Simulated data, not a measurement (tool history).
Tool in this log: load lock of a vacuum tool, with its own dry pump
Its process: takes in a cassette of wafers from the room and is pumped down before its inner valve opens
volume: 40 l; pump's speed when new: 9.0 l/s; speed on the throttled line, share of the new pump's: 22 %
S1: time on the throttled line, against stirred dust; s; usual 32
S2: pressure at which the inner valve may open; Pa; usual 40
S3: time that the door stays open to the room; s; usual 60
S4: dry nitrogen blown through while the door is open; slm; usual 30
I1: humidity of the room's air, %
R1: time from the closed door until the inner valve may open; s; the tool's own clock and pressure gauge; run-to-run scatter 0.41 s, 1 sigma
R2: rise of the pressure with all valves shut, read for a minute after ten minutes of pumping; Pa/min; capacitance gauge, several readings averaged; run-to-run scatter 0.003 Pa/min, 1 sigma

{"run": 1, "hour": 0.0, "S1": 32, "S2": 40, "S3": 60, "S4": 30, "I1": 45, "R1": 61.2, "R2": 0.346}
{"run": 2, "hour": 200.2, "S1": 32, "S2": 40, "S3": 60, "S4": 30, "I1": 45.9, "R1": 61, "R2": 0.368}
{"run": 3, "hour": 407.7, "S1": 32, "S2": 40, "S3": 60, "S4": 37, "I1": 44.8, "R1": 61.1, "R2": 0.38}
{"run": 4, "hour": 621.3, "S1": 32, "S2": 40, "S3": 60, "S4": 30, "I1": 47, "R1": 62.1, "R2": 0.394}
{"run": 5, "hour": 789.0, "S1": 32, "S2": 40, "S3": 60, "S4": 30, "I1": 43.5, "R1": 60.9, "R2": 0.408}
{"run": 6, "hour": 990.2, "S1": 32, "S2": 43, "S3": 60, "S4": 30, "I1": 43.5, "R1": 61.2, "R2": 0.43}
{"run": 7, "hour": 1135.5, "S1": 32, "S2": 43, "S3": 60, "S4": 30, "I1": 45.2, "R1": 61.8, "R2": 0.436}
{"run": 8, "hour": 1374.5, "S1": 32, "S2": 45, "S3": 60, "S4": 30, "I1": 45.6, "R1": 61.8, "R2": 0.456}
{"run": 9, "hour": 1582.4, "S1": 32, "S2": 64, "S3": 60, "S4": 30, "I1": 42.4, "R1": 60.1, "R2": 0.481}
{"run": 10, "hour": 1691.7, "S1": 32, "S2": 52, "S3": 60, "S4": 30, "I1": 41.8, "R1": 61.5, "R2": 0.478}
{"run": 11, "hour": 1852.2, "S1": 32, "S2": 52, "S3": 60, "S4": 30, "I1": 46.5, "R1": 61.3, "R2": 0.501}
{"run": 12, "hour": 1990.8, "S1": 32, "S2": 52, "S3": 60, "S4": 30, "I1": 44.8, "R1": 60.5, "R2": 0.501}
{"run": 13, "hour": 2196.7, "S1": 32, "S2": 52, "S3": 60, "S4": 30, "I1": 46, "R1": 60.7, "R2": 0.521}
{"run": 14, "hour": 2363.2, "S1": 23, "S2": 40, "S3": 60, "S4": 6, "I1": 43.7, "R1": 56, "R2": 0.553}
{"run": 15, "hour": 2547.2, "S1": 22, "S2": 40, "S3": 93, "S4": 30, "I1": 42.4, "R1": 55, "R2": 0.568}
{"run": 16, "hour": 2784.6, "S1": 22, "S2": 40, "S3": 93, "S4": 30, "I1": 47.7, "R1": 54.9, "R2": 0.562}
{"run": 17, "hour": 2981.3, "S1": 22, "S2": 40, "S3": 93, "S4": 11, "I1": 43.2, "R1": 54.9, "R2": 0.591}

Below are 4 alternative next runs, each starting from the tool's condition after run 17. Predict each:
{"run": "A", "hour": 3118.0, "S1": 21, "S2": 74, "S3": 127, "S4": 11, "I1": 44.4, "R1": "?", "R2": "?"}
{"run": "B", "hour": 3118.0, "S1": 34, "S2": 40, "S3": 60, "S4": 30, "I1": 43.7, "R1": "?", "R2": "?"}
{"run": "C", "hour": 3118.0, "S1": 32, "S2": 70, "S3": 41, "S4": 30, "I1": 47.3, "R1": "?", "R2": "?"}
{"run": "D", "hour": 3118.0, "S1": 58, "S2": 40, "S3": 60, "S4": 30, "I1": 41.6, "R1": "?", "R2": "?"}

run=A R1=52 R2=0.617
run=B R1=64.3 R2=0.59
run=C R1=60.2 R2=0.607
run=D R1=81.8 R2=0.598
The same runs, with their run-to-run variation unchanged, on a tool lacking any hidden condition would have given:
run=A R1=48.9 R2=0.025
run=B R1=61.3 R2=0.009
run=C R1=57.4 R2=0.011
run=D R1=79.4 R2=0.013
